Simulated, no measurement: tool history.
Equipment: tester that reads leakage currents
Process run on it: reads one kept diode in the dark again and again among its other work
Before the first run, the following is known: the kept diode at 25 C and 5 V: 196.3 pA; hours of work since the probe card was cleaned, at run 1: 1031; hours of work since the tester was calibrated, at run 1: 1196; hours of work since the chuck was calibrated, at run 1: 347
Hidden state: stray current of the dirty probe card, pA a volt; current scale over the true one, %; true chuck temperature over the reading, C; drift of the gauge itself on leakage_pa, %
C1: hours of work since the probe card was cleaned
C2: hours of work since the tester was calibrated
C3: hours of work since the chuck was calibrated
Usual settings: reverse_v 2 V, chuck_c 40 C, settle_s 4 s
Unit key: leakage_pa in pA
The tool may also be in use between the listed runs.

Run 1, hour 0: usual settings; C1 1031; C2 1196; C3 347. Result: leakage_pa 427.07 pA.
Run 2, hour 206.7: usual settings; C1 1170; C2 1334; C3 486. Result: leakage_pa 415.74 pA.
Run 3, hour 299.4: usual settings; C1 1232; C2 1397; C3 548. Result: leakage_pa 410.86 pA.
Run 4, hour 497.5: usual settings; C1 1365; C2 1530; C3 681. Result: leakage_pa 396.52 pA.
Run 5, hour 683.9: usual settings; C1 1490; C2 1655; C3 807. Result: leakage_pa 391.55 pA.
At hour 746.8: chuck's temperature calibrated.
Run 6, hour 830.6: usual settings but chuck_c 54 C; C1 1587; C2 1752; C3 56. Result: leakage_pa 1428.77 pA.
Run 7, hour 971.7: usual settings; C1 1682; C2 1847; C3 151. Result: leakage_pa 445.28 pA.
Run 8, hour 1131.7: usual settings but settle_s 4.1 s; C1 1790; C2 1954; C3 258. Result: leakage_pa 434.45 pA.
Run 9, hour 1323.9: usual settings but chuck_c 52 C, settle_s 4.1 s; C1 1919; C2 2083; C3 388. Result: leakage_pa 1146.4 pA.
Run 10, hour 1512.1: usual settings but chuck_c 52 C, settle_s 4.1 s; C1 2045; C2 2210; C3 514. Result: leakage_pa 1115.3 pA.
At hour 1531.9: tester calibrated.
Run 11, hour 1680.8: usual settings but chuck_c 38 C, settle_s 4.1 s; C1 2157; C2 100; C3 626. Result: leakage_pa 337.59 pA.
Run 12, hour 1820.9: usual settings but chuck_c 38 C, settle_s 4.1 s; C1 2251; C2 194; C3 720. Result: leakage_pa 331.88 pA.
At hour 1910.6: tester calibrated, once more.
Run 13, hour 1982.8: usual settings but chuck_c 38 C, settle_s 4.1 s; C1 2358; C2 49; C3 827. Result: leakage_pa 328.61 pA.
At hour 2020: chuck's temperature calibrated.
Run 14, hour 2111.3: usual settings but chuck_c 38 C, settle_s 4.1 s; C1 2443; C2 133; C3 61. Result: leakage_pa 398.29 pA.
Run 15, hour 2319.2: usual settings; C1 2583; C2 273; C3 201. Result: leakage_pa 456.18 pA.
Run 16, hour 2439.4: usual settings; C1 2664; C2 354; C3 282. Result: leakage_pa 448.98 pA.
Run 17, hour 2635.6: usual settings; C1 2795; C2 485; C3 413. Result: leakage_pa 437.24 pA.
Run 18, hour 2750.6: usual settings; C1 2873; C2 563; C3 491. Result: leakage_pa 432.68 pA.
Run 19, hour 2892.4: usual settings; C1 2968; C2 658; C3 586. Result: leakage_pa 422.17 pA.
Run 20, hour 3038.3: usual settings but chuck_c 39 C, settle_s 1.18 s; C1 3066; C2 756; C3 684. Result: leakage_pa 381.89 pA.
Run 21, hour 3210.8: usual settings but reverse_v 2.12 V, chuck_c 22 C; C1 3182; C2 872; C3 800. Result: leakage_pa 81.97 pA.
At hour 3273.8: chuck's temperature calibrated.
Run 22, hour 3430.1: usual settings but reverse_v 6.49 V, chuck_c 22 C, settle_s 3.41 s; C1 3328; C2 1018; C3 105. Result: leakage_pa 171.29 pA.
Run 23, hour 3621.7: usual settings but chuck_c 41 C, settle_s 0.43 s; C1 3456; C2 1146; C3 234. Result: leakage_pa 490.78 pA.
Run 24, hour 3747.1: usual settings but reverse_v 1.25 V, chuck_c 36 C, settle_s 2.93 s; C1 3540; C2 1231; C3 318. Result: leakage_pa 247.07 pA.
Run 25, hour 3911.1: usual settings but reverse_v 1.25 V, chuck_c 36 C, settle_s 2.93 s; C1 3650; C2 1341; C3 428. Result: leakage_pa 241.58 pA.
Run 26, hour 4035.3: usual settings but reverse_v 1.25 V, chuck_c 36 C, settle_s 0.51 s; C1 3734; C2 1424; C3 511. Result: leakage_pa 236.28 pA.
Run 27, hour 4216.8: usual settings but reverse_v 1.25 V, chuck_c 36 C, settle_s 0.51 s; C1 3856; C2 1546; C3 633. Result: leakage_pa 229.92 pA.
At hour 4303: probe card cleaned and baked.
Run 28, hour 4344.8: usual settings but reverse_v 4.1 V, chuck_c 22 C, settle_s 5.53 s; C1 28; C2 1630; C3 717. Result: leakage_pa 113.26 pA.
Run 29, hour 4490.2: usual settings but reverse_v 19.55 V, chuck_c 20 C, settle_s 0.39 s; C1 126; C2 1727; C3 815. Result: leakage_pa 207.93 pA.
At hour 4530.1: chuck's temperature calibrated.
Run 30, hour 4638.2: usual settings but reverse_v 12.86 V, chuck_c 41 C, settle_s 8.49 s; C1 224; C2 1825; C3 73. Result: leakage_pa 1293.73 pA.
Run 31, hour 4783.8: usual settings but reverse_v 12.86 V, chuck_c 41 C, settle_s 8.49 s; C1 322; C2 1923; C3 170. Result: leakage_pa 1274.41 pA.
Run 32, hour 4885.7: usual settings but chuck_c 25 C, settle_s 0.71 s; C1 390; C2 1992; C3 239. Result: leakage_pa 116.69 pA.
Run 33, hour 5028.5: usual settings but reverse_v 1.41 V, chuck_c 54 C, settle_s 8.41 s; C1 486; C2 2088; C3 335. Result: leakage_pa 1154.65 pA.
Run 34, hour 5185.2: usual settings but reverse_v 1.15 V, chuck_c 54 C, settle_s 8.41 s; C1 591; C2 2193; C3 440. Result: leakage_pa 1019.07 pA.
Run 35, hour 5276.9: usual settings but reverse_v 18.15 V, chuck_c 27 C, settle_s 8.77 s; C1 653; C2 2254; C3 501. Result: leakage_pa 406.66 pA.
Run 36, hour 5408.3: usual settings but reverse_v 4.58 V, chuck_c 60 C, settle_s 1.33 s; C1 741; C2 2343; C3 590. Result: leakage_pa 3186.76 pA.
Run 37, hour 5539.3: usual settings but settle_s 1 s; C1 829; C2 2431; C3 678. Result: leakage_pa 407.38 pA.

What if the next run were any one of these 4? Each begins from the tool's condition after run 37:
Run A, hour 5719.3: usual settings but reverse_v 12.42 V, settle_s 2.74 s; C1 950; C2 2551; C3 799. Result: leakage_pa ?.
Run B, hour 5719.3: usual settings but settle_s 1.97 s; C1 950; C2 2551; C3 799. Result: leakage_pa ?.
Run C, hour 5719.3: usual settings but chuck_c 24 C, settle_s 1 s; C1 950; C2 2551; C3 799. Result: leakage_pa ?.
Run D, hour 5719.3: usual settings but reverse_v 16.75 V, settle_s 1.45 s; C1 950; C2 2551; C3 799. Result: leakage_pa ?.

run  leakage_pa
  A     1004.74
  B       396.4
  C       93.18
  D     1169.64
With no hidden state in the tool, these same runs would have given:
run  leakage_pa
  A     1191.79
  B      471.02
  C      112.22
  D     1386.63

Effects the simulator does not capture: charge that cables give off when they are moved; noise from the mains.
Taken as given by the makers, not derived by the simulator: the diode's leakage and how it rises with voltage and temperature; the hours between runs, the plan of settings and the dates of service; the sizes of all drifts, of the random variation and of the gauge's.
